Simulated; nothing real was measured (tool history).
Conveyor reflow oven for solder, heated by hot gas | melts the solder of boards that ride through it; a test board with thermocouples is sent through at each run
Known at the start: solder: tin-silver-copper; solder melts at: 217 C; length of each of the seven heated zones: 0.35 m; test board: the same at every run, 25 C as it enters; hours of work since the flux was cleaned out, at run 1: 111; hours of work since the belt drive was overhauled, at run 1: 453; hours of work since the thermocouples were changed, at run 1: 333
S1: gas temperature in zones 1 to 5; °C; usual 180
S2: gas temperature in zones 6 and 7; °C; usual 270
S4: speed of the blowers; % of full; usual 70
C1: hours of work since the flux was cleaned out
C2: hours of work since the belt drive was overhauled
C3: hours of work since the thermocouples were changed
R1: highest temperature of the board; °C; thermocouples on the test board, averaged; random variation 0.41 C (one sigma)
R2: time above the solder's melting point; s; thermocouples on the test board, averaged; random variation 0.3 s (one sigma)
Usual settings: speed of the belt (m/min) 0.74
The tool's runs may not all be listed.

{"run": 1, "hour": 0.0, "S1": 180, "S2": 270, "speed of the belt (m/min)": 0.74, "S4": 70, "C1": 111, "C2": 453, "C3": 333, "R1": 253.9, "R2": 44}
{"run": 2, "hour": 18.9, "S1": 180, "S2": 270, "speed of the belt (m/min)": 0.74, "S4": 70, "C1": 120, "C2": 462, "C3": 341, "R1": 253.7, "R2": 44.6}
{"run": 3, "hour": 37.6, "S1": 180, "S2": 270, "speed of the belt (m/min)": 0.74, "S4": 70, "C1": 128, "C2": 470, "C3": 350, "R1": 253.2, "R2": 44.4}
{"run": 4, "hour": 55.4, "S1": 180, "S2": 270, "speed of the belt (m/min)": 0.74, "S4": 70, "C1": 136, "C2": 478, "C3": 358, "R1": 253.5, "R2": 44.2}
{"run": 5, "hour": 73.9, "S1": 180, "S2": 270, "speed of the belt (m/min)": 0.74, "S4": 70, "C1": 145, "C2": 487, "C3": 366, "R1": 252.3, "R2": 44.2}
{"run": 6, "hour": 90.3, "S1": 180, "S2": 270, "speed of the belt (m/min)": 0.74, "S4": 61, "C1": 152, "C2": 494, "C3": 374, "R1": 250.1, "R2": 42.2}
{"run": 7, "hour": 102.5, "S1": 180, "S2": 270, "speed of the belt (m/min)": 0.74, "S4": 61, "C1": 158, "C2": 500, "C3": 380, "R1": 251.1, "R2": 41.8}
{"run": 8, "hour": 118.7, "S1": 180, "S2": 270, "speed of the belt (m/min)": 0.74, "S4": 61, "C1": 165, "C2": 507, "C3": 387, "R1": 251.3, "R2": 42.2}
{"run": 9, "hour": 137.2, "S1": 180, "S2": 270, "speed of the belt (m/min)": 0.74, "S4": 61, "C1": 174, "C2": 516, "C3": 395, "R1": 250.3, "R2": 42.3}
{"run": 10, "hour": 146.7, "S1": 180, "S2": 270, "speed of the belt (m/min)": 0.74, "S4": 70, "C1": 178, "C2": 520, "C3": 400, "R1": 252.3, "R2": 43.5}
{"hour": 153.3, "done": "flux residue cleaned out of gas plates and filters"}
{"run": 11, "hour": 167.0, "S1": 180, "S2": 270, "speed of the belt (m/min)": 0.74, "S4": 81, "C1": 6, "C2": 527, "C3": 407, "R1": 256.1, "R2": 46.2}
{"run": 12, "hour": 182.0, "S1": 180, "S2": 270, "speed of the belt (m/min)": 0.74, "S4": 81, "C1": 13, "C2": 534, "C3": 414, "R1": 256.7, "R2": 45.8}
{"run": 13, "hour": 196.1, "S1": 180, "S2": 267, "speed of the belt (m/min)": 0.74, "S4": 81, "C1": 20, "C2": 541, "C3": 420, "R1": 253.9, "R2": 45.4}
{"run": 14, "hour": 213.9, "S1": 180, "S2": 267, "speed of the belt (m/min)": 0.74, "S4": 81, "C1": 28, "C2": 549, "C3": 428, "R1": 254.2, "R2": 45}
{"run": 15, "hour": 228.0, "S1": 180, "S2": 267, "speed of the belt (m/min)": 0.74, "S4": 81, "C1": 34, "C2": 555, "C3": 435, "R1": 253.2, "R2": 45.3}
{"run": 16, "hour": 236.1, "S1": 180, "S2": 270, "speed of the belt (m/min)": 0.74, "S4": 70, "C1": 38, "C2": 559, "C3": 439, "R1": 254.6, "R2": 44.6}
{"run": 17, "hour": 251.0, "S1": 187, "S2": 270, "speed of the belt (m/min)": 0.74, "S4": 70, "C1": 45, "C2": 566, "C3": 445, "R1": 256.1, "R2": 47.5}
{"run": 18, "hour": 270.1, "S1": 176, "S2": 270, "speed of the belt (m/min)": 0.806, "S4": 83, "C1": 54, "C2": 575, "C3": 454, "R1": 252.9, "R2": 40.3}
{"run": 19, "hour": 286.2, "S1": 187, "S2": 270, "speed of the belt (m/min)": 0.699, "S4": 66, "C1": 61, "C2": 582, "C3": 462, "R1": 256.1, "R2": 51}
{"run": 20, "hour": 303.9, "S1": 180, "S2": 270, "speed of the belt (m/min)": 0.731, "S4": 78, "C1": 69, "C2": 590, "C3": 470, "R1": 256.1, "R2": 46.6}
{"run": 21, "hour": 323.4, "S1": 180, "S2": 270, "speed of the belt (m/min)": 0.731, "S4": 78, "C1": 78, "C2": 599, "C3": 479, "R1": 255.2, "R2": 46.6}
{"run": 22, "hour": 336.2, "S1": 185, "S2": 272, "speed of the belt (m/min)": 0.731, "S4": 78, "C1": 84, "C2": 605, "C3": 484, "R1": 258.7, "R2": 49.8}
{"run": 23, "hour": 344.9, "S1": 185, "S2": 272, "speed of the belt (m/min)": 0.731, "S4": 78, "C1": 88, "C2": 609, "C3": 488, "R1": 258.8, "R2": 49.2}
{"run": 24, "hour": 354.0, "S1": 185, "S2": 272, "speed of the belt (m/min)": 0.731, "S4": 78, "C1": 92, "C2": 613, "C3": 493, "R1": 258.8, "R2": 49}
{"run": 25, "hour": 370.5, "S1": 185, "S2": 272, "speed of the belt (m/min)": 0.731, "S4": 78, "C1": 100, "C2": 621, "C3": 500, "R1": 258.4, "R2": 49.3}
{"run": 26, "hour": 380.8, "S1": 192, "S2": 272, "speed of the belt (m/min)": 0.642, "S4": 70, "C1": 104, "C2": 625, "C3": 505, "R1": 261.6, "R2": 60.8}
{"run": 27, "hour": 398.2, "S1": 192, "S2": 272, "speed of the belt (m/min)": 0.605, "S4": 70, "C1": 112, "C2": 633, "C3": 513, "R1": 263.3, "R2": 64.7}
{"run": 28, "hour": 412.9, "S1": 192, "S2": 272, "speed of the belt (m/min)": 0.605, "S4": 70, "C1": 119, "C2": 640, "C3": 520, "R1": 262.4, "R2": 64.9}
{"run": 29, "hour": 421.9, "S1": 188, "S2": 272, "speed of the belt (m/min)": 0.628, "S4": 70, "C1": 123, "C2": 644, "C3": 524, "R1": 261.2, "R2": 59.8}
{"run": 30, "hour": 440.7, "S1": 190, "S2": 274, "speed of the belt (m/min)": 0.628, "S4": 66, "C1": 132, "C2": 653, "C3": 532, "R1": 262.9, "R2": 61.2}
{"run": 31, "hour": 459.0, "S1": 180, "S2": 274, "speed of the belt (m/min)": 0.74, "S4": 68, "C1": 140, "C2": 661, "C3": 541, "R1": 257.2, "R2": 46}

4 ways to go on from here, each from the tool as it stands after run 31. What would each give?
{"run": "A", "hour": 475.8, "S1": 180, "S2": 270, "speed of the belt (m/min)": 0.607, "S4": 87, "C1": 148, "C2": 669, "C3": 548, "R1": "?", "R2": "?"}
{"run": "B", "hour": 475.8, "S1": 188, "S2": 270, "speed of the belt (m/min)": 0.74, "S4": 73, "C1": 148, "C2": 669, "C3": 548, "R1": "?", "R2": "?"}
{"run": "C", "hour": 475.8, "S1": 170, "S2": 279, "speed of the belt (m/min)": 0.74, "S4": 62, "C1": 148, "C2": 669, "C3": 548, "R1": "?", "R2": "?"}
{"run": "D", "hour": 475.8, "S1": 180, "S2": 274, "speed of the belt (m/min)": 0.74, "S4": 76, "C1": 148, "C2": 669, "C3": 548, "R1": "?", "R2": "?"}

run=A R1=262.3 R2=60.3
run=B R1=255.4 R2=48.5
run=C R1=258.2 R2=42.9
run=D R1=258.1 R2=47
Without the tool's hidden state the same runs would have given:
run=A R1=261.8 R2=59.7
run=B R1=255.1 R2=48.1
run=C R1=258.2 R2=42.6
run=D R1=258 R2=46.7
